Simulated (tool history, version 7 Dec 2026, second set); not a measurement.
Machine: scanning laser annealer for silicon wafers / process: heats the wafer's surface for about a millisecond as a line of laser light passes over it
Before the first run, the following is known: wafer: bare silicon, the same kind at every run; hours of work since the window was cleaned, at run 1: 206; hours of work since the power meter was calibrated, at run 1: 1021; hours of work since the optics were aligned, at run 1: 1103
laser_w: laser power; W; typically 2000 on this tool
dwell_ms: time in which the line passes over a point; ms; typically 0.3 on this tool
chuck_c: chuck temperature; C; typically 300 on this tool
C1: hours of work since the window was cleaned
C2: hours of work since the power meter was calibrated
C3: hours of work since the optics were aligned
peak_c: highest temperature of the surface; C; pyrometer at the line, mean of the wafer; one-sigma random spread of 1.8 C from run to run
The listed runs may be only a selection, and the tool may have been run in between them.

run 1 day=0 | laser_w=2000 dwell_ms=0.3 chuck_c=300 | C1=206 C2=1021 C3=1103 | peak_c=1078
run 2 day=2.1 | laser_w=2000 dwell_ms=0.3 chuck_c=300 | C1=243 C2=1058 C3=1140 | peak_c=1074
run 3 day=4.308 | laser_w=2000 dwell_ms=0.3 chuck_c=300 | C1=282 C2=1097 C3=1179 | peak_c=1072
run 4 day=6.917 | laser_w=2000 dwell_ms=0.3 chuck_c=300 | C1=328 C2=1143 C3=1225 | peak_c=1076
run 5 day=8.671 | laser_w=2000 dwell_ms=0.3 chuck_c=300 | C1=359 C2=1174 C3=1256 | peak_c=1075
run 6 day=10.075 | laser_w=2000 dwell_ms=0.3 chuck_c=300 | C1=384 C2=1199 C3=1281 | peak_c=1079
run 7 day=11.883 | laser_w=2000 dwell_ms=0.3 chuck_c=300 | C1=416 C2=1231 C3=1313 | peak_c=1078
run 8 day=13.371 | laser_w=2000 dwell_ms=0.3 chuck_c=300 | C1=442 C2=1257 C3=1339 | peak_c=1074
run 9 day=16.329 | laser_w=2000 dwell_ms=0.3 chuck_c=300 | C1=495 C2=1310 C3=1391 | peak_c=1077
run 10 day=19.242 | laser_w=2000 dwell_ms=0.3 chuck_c=284 | C1=546 C2=1361 C3=1443 | peak_c=1059
-- day=19.621 window over the wafer cleaned
-- day=22.654 optics aligned, line set to its width
run 11 day=22.704 | laser_w=2000 dwell_ms=0.3 chuck_c=284 | C1=51 C2=1417 C3=1 | peak_c=1061
run 12 day=25.604 | laser_w=2000 dwell_ms=0.3 chuck_c=300 | C1=102 C2=1468 C3=52 | peak_c=1079
run 13 day=28.404 | laser_w=2000 dwell_ms=0.3 chuck_c=300 | C1=151 C2=1518 C3=102 | peak_c=1077
run 14 day=31.408 | laser_w=1912 dwell_ms=0.3 chuck_c=300 | C1=204 C2=1571 C3=155 | peak_c=1040
run 15 day=32.942 | laser_w=2000 dwell_ms=0.3 chuck_c=300 | C1=232 C2=1598 C3=182 | peak_c=1076
run 16 day=34.558 | laser_w=2000 dwell_ms=0.3 chuck_c=300 | C1=260 C2=1626 C3=210 | peak_c=1077
run 17 day=37.958 | laser_w=2000 dwell_ms=0.3 chuck_c=265 | C1=320 C2=1686 C3=270 | peak_c=1039
run 18 day=40.538 | laser_w=2061 dwell_ms=0.28 chuck_c=265 | C1=366 C2=1732 C3=316 | peak_c=1042
run 19 day=43.367 | laser_w=2061 dwell_ms=0.28 chuck_c=265 | C1=416 C2=1782 C3=366 | peak_c=1039
run 20 day=45.896 | laser_w=2061 dwell_ms=0.225 chuck_c=322 | C1=460 C2=1827 C3=410 | peak_c=1016
run 21 day=47.679 | laser_w=1723 dwell_ms=0.323 chuck_c=300 | C1=492 C2=1858 C3=442 | peak_c=980
run 22 day=49.162 | laser_w=2193 dwell_ms=0.257 chuck_c=326 | C1=518 C2=1884 C3=468 | peak_c=1123
-- day=51.204 window over the wafer cleaned
run 23 day=51.562 | laser_w=1866 dwell_ms=0.245 chuck_c=326 | C1=6 C2=1925 C3=509 | peak_c=977
run 24 day=54.788 | laser_w=1990 dwell_ms=0.245 chuck_c=326 | C1=63 C2=1982 C3=566 | peak_c=1022
run 25 day=56.7 | laser_w=1980 dwell_ms=0.3 chuck_c=295 | C1=97 C2=2016 C3=600 | peak_c=1065
run 26 day=60.146 | laser_w=2074 dwell_ms=0.219 chuck_c=287 | C1=158 C2=2077 C3=660 | peak_c=981
run 27 day=62.967 | laser_w=2074 dwell_ms=0.219 chuck_c=287 | C1=208 C2=2127 C3=710 | peak_c=983
run 28 day=66.012 | laser_w=2074 dwell_ms=0.219 chuck_c=287 | C1=261 C2=2180 C3=764 | peak_c=979
run 29 day=68.512 | laser_w=2055 dwell_ms=0.211 chuck_c=295 | C1=306 C2=2224 C3=808 | peak_c=968
run 30 day=71.017 | laser_w=2093 dwell_ms=0.243 chuck_c=268 | C1=350 C2=2269 C3=852 | peak_c=1004
run 31 day=73.146 | laser_w=2000 dwell_ms=0.289 chuck_c=300 | C1=387 C2=2306 C3=890 | peak_c=1059

Hidden condition of the tool, last listed run before each entry between runs versus first listed run after:
In the gap between runs 10 and 11: window over the wafer cleaned (day 19.621); optics aligned, line set to its width (day 22.654)
  light that passes the window, % of a clean one's: 99.86 -> 99.98; width of the line over the set one, %: 0.18 -> 0
In the gap between runs 22 and 23: window over the wafer cleaned (day 51.204)
  light that passes the window, % of a clean one's: 99.87 -> 99.98
